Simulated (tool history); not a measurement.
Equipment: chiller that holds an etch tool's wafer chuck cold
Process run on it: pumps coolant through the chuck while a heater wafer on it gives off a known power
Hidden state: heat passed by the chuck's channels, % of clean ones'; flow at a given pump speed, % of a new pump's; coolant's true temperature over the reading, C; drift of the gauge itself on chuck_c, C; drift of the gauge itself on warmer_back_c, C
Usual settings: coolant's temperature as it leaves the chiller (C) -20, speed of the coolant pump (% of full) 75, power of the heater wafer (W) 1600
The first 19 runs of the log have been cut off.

| run | hour | coolant's temperature as it leaves the chiller (C) | speed of the coolant pump (% of full) | power of the heater wafer (W) | hours since the coolant was changed and the channels were flushed | hours since the pump was overhauled | hours since the chiller's thermometer was calibrated | chuck's temperature once it has settled (C) | how much warmer the coolant comes back (C) |
|---|---|---|---|---|---|---|---|---|---|
| 20 | 2779.9 | -14 | 85 | 1409 | 1828 | 4394 | 2237 | -0.2 | 3.59 |
| 21 | 2954.5 | -11 | 75 | 943 | 2003 | 4569 | 2411 | -0.6 | 2.78 |
| 22 | 3083.4 | -11 | 75 | 943 | 2132 | 4698 | 2540 | -0.3 | 2.75 |
| 23 | 3259.4 | -11 | 75 | 1955 | 2308 | 4874 | 2716 | 10.7 | 5.83 |
|  | 3278.5 | chiller's thermometer calibrated |
| 24 | 3424.4 | -25 | 60 | 1917 | 2472 | 5038 | 146 | -0.1 | 7.28 |
| 25 | 3517.6 | -17 | 75 | 1600 | 2565 | 5131 | 239 | 0.8 | 4.79 |
| 26 | 3679.7 | -20 | 90 | 1129 | 2727 | 5293 | 401 | -8.9 | 2.75 |
| 27 | 3783.6 | -20 | 90 | 1129 | 2831 | 5397 | 505 | -8.8 | 2.74 |
| 28 | 3902.3 | -17 | 77 | 1129 | 2950 | 5516 | 624 | -4.3 | 3.35 |
| 29 | 4087.4 | -20 | 75 | 2200 | 3135 | 5701 | 809 | 5.6 | 6.75 |
| 30 | 4294.0 | -20 | 75 | 2200 | 3341 | 5907 | 1016 | 6.3 | 6.82 |
|  | 4389.6 | coolant pump overhauled |
| 31 | 4396.4 | -20 | 75 | 2200 | 3439 | 7 | 1113 | 3.1 | 5.64 |

5 options for the next run, each taken on its own from the tool as it stands now. Forecast them:
| A | 4574.6 | -22 | 71 | 2295 | 3617 | 185 | 1291 | ? | ? |
| B | 4574.6 | -20 | 72 | 2200 | 3617 | 185 | 1291 | ? | ? |
| C | 4574.6 | -12 | 64 | 2200 | 3617 | 185 | 1291 | ? | ? |
| D | 4574.6 | -20 | 75 | 2362 | 3617 | 185 | 1291 | ? | ? |
| E | 4574.6 | -26 | 78 | 1513 | 3617 | 185 | 1291 | ? | ? |

| run | chuck's temperature once it has settled (C) | how much warmer the coolant comes back (C) |
|---|---|---|
| A | 3.5 | 6.22 |
| B | 4.2 | 5.80 |
| C | 14.6 | 6.72 |
| D | 5.1 | 6.07 |
| E | -10.1 | 3.72 |
Without the tool's hidden state the same runs would have given:
| run | chuck's temperature once it has settled (C) | how much warmer the coolant comes back (C) |
|---|---|---|
| A | -1.6 | 6.17 |
| B | -0.6 | 5.76 |
| C | 9.4 | 6.67 |
| D | 0.1 | 6.03 |
| E | -13.3 | 3.69 |
